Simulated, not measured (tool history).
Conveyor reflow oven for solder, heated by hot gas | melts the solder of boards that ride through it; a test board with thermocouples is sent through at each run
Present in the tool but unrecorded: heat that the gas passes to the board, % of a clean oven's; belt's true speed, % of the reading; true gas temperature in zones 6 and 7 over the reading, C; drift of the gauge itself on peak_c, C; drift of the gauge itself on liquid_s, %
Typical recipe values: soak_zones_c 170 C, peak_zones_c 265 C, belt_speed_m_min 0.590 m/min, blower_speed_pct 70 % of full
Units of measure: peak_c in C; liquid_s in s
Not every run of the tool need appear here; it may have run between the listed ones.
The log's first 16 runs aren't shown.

| run | hour | soak_zones_c | peak_zones_c | belt_speed_m_min | blower_speed_pct | hours of work since the flux was cleaned out | hours of work since the belt drive was overhauled | hours of work since the thermocouples were changed | peak_c | liquid_s |
|---|---|---|---|---|---|---|---|---|---|---|
| 17 | 208.3 | 170 | 265 | 0.590 | 75 | 276 | 230 | 726 | 248.1 | 49.7 |
| 18 | 225.9 | 169 | 265 | 0.590 | 70 | 289 | 244 | 740 | 246.6 | 47.5 |
| 19 | 240.8 | 169 | 265 | 0.590 | 70 | 301 | 255 | 751 | 246.5 | 47.4 |
| 20 | 261.4 | 169 | 260 | 0.590 | 80 | 316 | 270 | 766 | 244.6 | 46.9 |
| 21 | 277.7 | 169 | 260 | 0.621 | 76 | 328 | 283 | 779 | 241.9 | 41.7 |
|  | 283.6 | flux residue cleaned out of gas plates and filters |
| 22 | 295.1 | 170 | 265 | 0.590 | 51 | 9 | 292 | 788 | 239.5 | 39.3 |
| 23 | 315.6 | 170 | 265 | 0.590 | 51 | 24 | 307 | 803 | 239.5 | 39.3 |
| 24 | 336.4 | 161 | 277 | 0.590 | 81 | 40 | 323 | 819 | 257.7 | 53.2 |
| 25 | 347.8 | 174 | 268 | 0.575 | 52 | 48 | 332 | 828 | 243.2 | 46.7 |
| 26 | 359.7 | 182 | 265 | 0.509 | 58 | 57 | 341 | 837 | 249.6 | 63.0 |
| 27 | 378.8 | 157 | 262 | 0.487 | 74 | 72 | 355 | 851 | 248.1 | 57.4 |
| 28 | 388.0 | 157 | 262 | 0.487 | 74 | 79 | 362 | 858 | 247.6 | 57.0 |
|  | 407.4 | flux residue cleaned out of gas plates and filters, once more |
| 29 | 407.4 | 170 | 258 | 0.557 | 66 | 0 | 373 | 869 | 242.3 | 48.0 |
| 30 | 417.7 | 166 | 254 | 0.557 | 66 | 8 | 380 | 876 | 237.8 | 42.5 |

Alternative continuations, all from the tool just after run 30; predict every row:
| A | 432.8 | 166 | 254 | 0.560 | 66 | 19 | 392 | 888 | ? | ? |
| B | 432.8 | 161 | 279 | 0.557 | 71 | 19 | 392 | 888 | ? | ? |
| C | 432.8 | 166 | 266 | 0.557 | 66 | 19 | 392 | 888 | ? | ? |
| D | 432.8 | 166 | 265 | 0.590 | 65 | 19 | 392 | 888 | ? | ? |

| run | peak_c | liquid_s |
|---|---|---|
| A | 238.1 | 41.5 |
| B | 261.1 | 58.4 |
| C | 248.4 | 51.6 |
| D | 245.3 | 46.0 |
The same runs, with their run-to-run variation unchanged, on a tool lacking any hidden condition would have given:
| run | peak_c | liquid_s |
|---|---|---|
| A | 240.3 | 43.4 |
| B | 263.3 | 59.2 |
| C | 250.6 | 52.8 |
| D | 247.4 | 47.3 |
